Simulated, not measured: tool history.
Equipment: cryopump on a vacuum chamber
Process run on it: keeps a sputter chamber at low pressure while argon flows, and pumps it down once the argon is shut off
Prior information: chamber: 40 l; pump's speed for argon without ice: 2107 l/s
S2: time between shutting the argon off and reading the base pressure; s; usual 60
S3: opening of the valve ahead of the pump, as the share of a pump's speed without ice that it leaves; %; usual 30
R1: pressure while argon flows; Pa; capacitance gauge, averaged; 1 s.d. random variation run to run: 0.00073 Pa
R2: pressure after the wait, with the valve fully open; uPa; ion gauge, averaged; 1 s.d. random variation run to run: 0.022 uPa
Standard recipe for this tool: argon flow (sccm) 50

{"run": 1, "hour": 0.0, "argon flow (sccm)": 50, "S2": 60, "S3": 30, "R1": 0.1459, "R2": 1.05}
{"run": 2, "hour": 51.4, "argon flow (sccm)": 50, "S2": 60, "S3": 30, "R1": 0.1457, "R2": 1.09}
{"run": 3, "hour": 111.9, "argon flow (sccm)": 50, "S2": 60, "S3": 30, "R1": 0.147, "R2": 1.11}
{"run": 4, "hour": 163.0, "argon flow (sccm)": 50, "S2": 60, "S3": 30, "R1": 0.149, "R2": 1.11}
{"run": 5, "hour": 253.1, "argon flow (sccm)": 50, "S2": 60, "S3": 30, "R1": 0.1499, "R2": 1.17}
{"run": 6, "hour": 316.8, "argon flow (sccm)": 50, "S2": 60, "S3": 30, "R1": 0.1517, "R2": 1.22}
{"run": 7, "hour": 395.1, "argon flow (sccm)": 50, "S2": 60, "S3": 30, "R1": 0.1522, "R2": 1.25}
{"hour": 484.8, "done": "pump warmed up, emptied and cooled again"}
{"run": 8, "hour": 516.7, "argon flow (sccm)": 50, "S2": 60, "S3": 30, "R1": 0.1353, "R2": 1.04}
{"run": 9, "hour": 587.3, "argon flow (sccm)": 76, "S2": 60, "S3": 30, "R1": 0.2054, "R2": 1.03}
{"run": 10, "hour": 699.0, "argon flow (sccm)": 76, "S2": 165, "S3": 30, "R1": 0.2088, "R2": 0.78}
{"run": 11, "hour": 813.8, "argon flow (sccm)": 27, "S2": 165, "S3": 26, "R1": 0.0862, "R2": 0.89}
{"run": 12, "hour": 868.5, "argon flow (sccm)": 23, "S2": 165, "S3": 26, "R1": 0.0736, "R2": 0.91}
{"run": 13, "hour": 959.1, "argon flow (sccm)": 21, "S2": 86, "S3": 30, "R1": 0.0599, "R2": 1.12}
{"run": 14, "hour": 1052.1, "argon flow (sccm)": 32, "S2": 60, "S3": 37, "R1": 0.0752, "R2": 1.25}
{"run": 15, "hour": 1106.0, "argon flow (sccm)": 32, "S2": 60, "S3": 37, "R1": 0.0749, "R2": 1.33}
{"run": 16, "hour": 1169.7, "argon flow (sccm)": 48, "S2": 60, "S3": 37, "R1": 0.115, "R2": 1.33}
{"run": 17, "hour": 1275.4, "argon flow (sccm)": 48, "S2": 27, "S3": 29, "R1": 0.1442, "R2": 1.98}
{"run": 18, "hour": 1380.4, "argon flow (sccm)": 31, "S2": 49, "S3": 44, "R1": 0.0662, "R2": 1.58}
{"run": 19, "hour": 1460.1, "argon flow (sccm)": 44, "S2": 49, "S3": 44, "R1": 0.0949, "R2": 1.65}
{"hour": 1534.5, "done": "leaking fittings of the chamber tightened, without venting"}
{"run": 20, "hour": 1557.8, "argon flow (sccm)": 35, "S2": 28, "S3": 28, "R1": 0.1139, "R2": 1.26}

Some steps in R1 between neighbouring runs. How much of each would the tool show without its hidden state too (settings, what came in, random variation), and how much is left for the hidden state, with any gauge scatter that isn't in both results?
Hidden state present: pump's speed, % of a pump's without ice; cold plate's temperature, K; leak into the chamber, uPa l/s; drift of the gauge itself on working_pa, %; drift of the gauge itself on base_upa, %.
Run 7 -> 8: pump warmed up, emptied and cooled again. R1 -0.0169 Pa: hidden state -0.0181, all else +0.0012.
Run 10 -> 11: argon flow (sccm) 76 -> 27, S3 30 -> 26. R1 -0.1226 Pa: hidden state -0.0028, all else -0.1198.
Run 17 -> 18: argon flow (sccm) 48 -> 31, S2 27 -> 49, S3 29 -> 44. R1 -0.0780 Pa: hidden state -0.0030, all else -0.0750.
Run 18 -> 19: argon flow (sccm) 31 -> 44. R1 +0.0287 Pa: hidden state +0.0054, all else +0.0233.
